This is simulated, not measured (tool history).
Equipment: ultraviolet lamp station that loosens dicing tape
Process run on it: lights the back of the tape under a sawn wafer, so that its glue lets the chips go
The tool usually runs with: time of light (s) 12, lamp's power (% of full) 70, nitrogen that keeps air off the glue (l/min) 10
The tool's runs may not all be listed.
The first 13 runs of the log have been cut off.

| run | hour | time of light (s) | lamp's power (% of full) | nitrogen that keeps air off the glue (l/min) | hours of work of the lamp | hours of work since the window was cleaned | force that peels the tape off (N) | light that reached the tape (mJ/cm²) |
|---|---|---|---|---|---|---|---|---|
| 14 | 258.7 | 12 | 88 | 8 | 223 | 147 | 0.861 | 536 |
| 15 | 285.6 | 12 | 88 | 8 | 242 | 166 | 0.842 | 537 |
| 16 | 309.4 | 12 | 88 | 8 | 258 | 183 | 0.867 | 532 |
| 17 | 332.1 | 12 | 88 | 8 | 274 | 198 | 0.898 | 524 |
| 18 | 349.3 | 12 | 88 | 8 | 286 | 211 | 0.887 | 529 |
| 19 | 373.7 | 7 | 91 | 10 | 304 | 228 | 1.734 | 313 |
| 20 | 394.7 | 13 | 75 | 10 | 319 | 243 | 0.942 | 476 |
| 21 | 412.9 | 13 | 75 | 10 | 331 | 255 | 0.944 | 476 |
| 22 | 440.3 | 12 | 87 | 12 | 351 | 275 | 0.777 | 505 |
| 23 | 459.0 | 12 | 87 | 12 | 364 | 288 | 0.816 | 506 |
| 24 | 478.2 | 10 | 76 | 11 | 377 | 302 | 1.450 | 362 |
| 25 | 505.5 | 11 | 63 | 11 | 397 | 321 | 1.685 | 330 |
| 26 | 523.6 | 11 | 63 | 11 | 409 | 334 | 1.626 | 324 |
| 27 | 537.8 | 17 | 70 | 14 | 419 | 344 | 0.616 | 567 |
| 28 | 561.2 | 12 | 96 | 4 | 436 | 360 | 1.177 | 539 |
| 29 | 588.3 | 12 | 96 | 4 | 455 | 379 | 1.249 | 534 |
| 30 | 614.8 | 12 | 79 | 11 | 474 | 398 | 1.071 | 440 |
| 31 | 629.0 | 12 | 62 | 11 | 484 | 408 | 1.653 | 341 |

What if the next run were any one of these 3? Each begins from the tool's condition after run 31:
| A | 648.5 | 6 | 83 | 16 | 497 | 422 | ? | ? |
| B | 648.5 | 12 | 80 | 5 | 497 | 422 | ? | ? |
| C | 648.5 | 14 | 62 | 9 | 497 | 422 | ? | ? |

| run | force that peels the tape off (N) | light that reached the tape (mJ/cm²) |
|---|---|---|
| A | 2.327 | 228 |
| B | 1.524 | 439 |
| C | 1.355 | 393 |
What these runs would have given with no unlogged condition in the tool:
| run | force that peels the tape off (N) | light that reached the tape (mJ/cm²) |
|---|---|---|
| A | 1.867 | 277 |
| B | 1.123 | 535 |
| C | 0.983 | 479 |
